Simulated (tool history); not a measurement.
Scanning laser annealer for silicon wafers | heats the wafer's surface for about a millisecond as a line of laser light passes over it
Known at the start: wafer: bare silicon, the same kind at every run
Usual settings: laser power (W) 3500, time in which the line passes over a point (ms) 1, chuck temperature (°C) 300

| run | day | laser power (W) | time in which the line passes over a point (ms) | chuck temperature (°C) | highest temperature of the surface (°C) |
|---|---|---|---|---|---|
| 1 | 0 | 3500 | 1 | 300 | 1119 |
| 2 | 0.612 | 3105 | 1 | 300 | 1008 |
| 3 | 1.425 | 3801 | 1 | 300 | 1202 |
| 4 | 2.383 | 3801 | 1 | 300 | 1199 |
| 5 | 3.475 | 3801 | 1 | 300 | 1196 |
| 6 | 4.112 | 3801 | 1 | 300 | 1197 |
| 7 | 4.708 | 3801 | 1 | 300 | 1197 |
| 8 | 5.588 | 3801 | 1 | 300 | 1198 |
| 9 | 6.204 | 3801 | 1 | 300 | 1194 |
| 10 | 7.125 | 3500 | 0.75 | 300 | 984 |
| 11 | 7.754 | 3500 | 0.75 | 300 | 986 |
| 12 | 8.442 | 3500 | 0.75 | 300 | 980 |
| 13 | 9.008 | 3500 | 1 | 300 | 1105 |
| 14 | 9.504 | 3500 | 1 | 300 | 1106 |
| 15 | 10.342 | 3500 | 1 | 300 | 1107 |
| 16 | 11.417 | 3500 | 1 | 300 | 1103 |
| 17 | 12.3 | 3290 | 1 | 300 | 1042 |
| 18 | 13.3 | 3290 | 1 | 300 | 1040 |
| 19 | 14.271 | 3290 | 1 | 300 | 1043 |
| 20 | 14.933 | 3290 | 1 | 300 | 1040 |
| 21 | 15.554 | 3465 | 1 | 273 | 1063 |
|  | 15.871 | optics aligned, line set to its width |
| 22 | 16.771 | 3060 | 0.81 | 277 | 875 |
| 23 | 17.275 | 3518 | 1.14 | 334 | 1198 |
| 24 | 17.825 | 3518 | 1.14 | 334 | 1196 |
|  | 18.088 | optics aligned, line set to its width, once more |
| 25 | 18.912 | 3518 | 1.14 | 334 | 1198 |
| 26 | 19.867 | 3518 | 1.14 | 334 | 1191 |
| 27 | 20.567 | 3518 | 1.14 | 334 | 1194 |
| 28 | 21.179 | 3757 | 1.13 | 339 | 1268 |
| 29 | 22.346 | 3757 | 1.13 | 339 | 1262 |
| 30 | 23.204 | 3580 | 1.05 | 273 | 1106 |
| 31 | 24.371 | 3580 | 1.05 | 273 | 1102 |
| 32 | 24.862 | 3580 | 1.05 | 273 | 1104 |
| 33 | 25.775 | 3500 | 1 | 288 | 1074 |
| 34 | 26.896 | 3527 | 1 | 308 | 1101 |
| 35 | 27.671 | 3075 | 0.9 | 298 | 925 |
| 36 | 28.467 | 3788 | 1.23 | 300 | 1270 |
| 37 | 29.229 | 3364 | 0.7 | 300 | 904 |
| 38 | 30.025 | 3364 | 0.78 | 282 | 924 |
| 39 | 30.533 | 3691 | 0.98 | 313 | 1134 |
| 40 | 31.433 | 3691 | 0.98 | 313 | 1130 |

Measured less the same run without the tool's hidden state. The same run-to-run variation is in both; the gauge's scatter may not be:
The hidden state here: light that passes the window, % of a clean one's; laser's true power over the reading, %; width of the line over the set one, %; drift of the gauge itself on peak_c, C.
| run | highest temperature of the surface (°C) |
|---|---|
| 1 | -10 |
| 2 | -9 |
| 3 | -14 |
| 4 | -14 |
| 5 | -17 |
| 6 | -17 |
| 7 | -18 |
| 8 | -19 |
| 9 | -20 |
| 10 | -17 |
| 11 | -17 |
| 12 | -18 |
| 13 | -22 |
| 14 | -22 |
| 15 | -24 |
| 16 | -26 |
| 17 | -24 |
| 18 | -25 |
| 19 | -27 |
| 20 | -28 |
| 21 | -30 |
| 22 | -24 |
| 23 | -35 |
| 24 | -36 |
| 25 | -37 |
| 26 | -38 |
| 27 | -40 |
| 28 | -44 |
| 29 | -45 |
| 30 | -42 |
| 31 | -44 |
| 32 | -45 |
| 33 | -43 |
| 34 | -45 |
| 35 | -37 |
| 36 | -58 |
| 37 | -38 |
| 38 | -40 |
| 39 | -53 |
| 40 | -53 |

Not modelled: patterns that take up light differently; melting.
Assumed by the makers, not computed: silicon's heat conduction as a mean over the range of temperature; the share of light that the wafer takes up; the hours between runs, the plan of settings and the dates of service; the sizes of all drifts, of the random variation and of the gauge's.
